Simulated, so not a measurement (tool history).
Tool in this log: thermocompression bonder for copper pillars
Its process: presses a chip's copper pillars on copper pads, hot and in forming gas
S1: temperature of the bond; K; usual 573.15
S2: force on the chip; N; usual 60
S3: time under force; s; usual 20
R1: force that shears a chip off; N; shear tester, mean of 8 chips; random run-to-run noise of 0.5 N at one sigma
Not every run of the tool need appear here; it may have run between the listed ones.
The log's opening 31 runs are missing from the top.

Run 32, hour 855.3: usual settings but S2 76 N, S3 40 s. Result: R1 116.3 N.
Run 33, hour 873.1: usual settings but S1 594.15 K, S2 45 N, S3 32 s. Result: R1 92.6 N.
Run 34, hour 898: usual settings but S1 594.15 K, S2 45 N, S3 32 s. Result: R1 92.5 N.
Run 35, hour 926.7: usual settings but S1 596.15 K. Result: R1 99.4 N.
Run 36, hour 951.4: usual settings but S3 33 s. Result: R1 98.9 N.
Run 37, hour 969.1: usual settings but S3 33 s. Result: R1 98.8 N.
Run 38, hour 984.2: usual settings but S1 570.15 K, S2 76 N, S3 49 s. Result: R1 116.2 N.
Run 39, hour 1003.4: usual settings but S1 568.15 K, S2 68 N, S3 51 s. Result: R1 111.6 N.

Alternative continuations, all from the tool just after run 39; predict every row:
Run A, hour 1018.2: usual settings but S2 70 N. Result: R1 ?.
Run B, hour 1018.2: usual settings but S1 568.15 K, S2 49 N, S3 59 s. Result: R1 ?.
Run C, hour 1018.2: usual settings but S1 564.15 K, S2 68 N, S3 51 s. Result: R1 ?.

run     R1
  A     95
  B   97.5
  C  109.8
Stripped of hidden state, with their random variation kept, the same runs would have yielded:
run     R1
  A  102.2
  B    105
  C  118.9

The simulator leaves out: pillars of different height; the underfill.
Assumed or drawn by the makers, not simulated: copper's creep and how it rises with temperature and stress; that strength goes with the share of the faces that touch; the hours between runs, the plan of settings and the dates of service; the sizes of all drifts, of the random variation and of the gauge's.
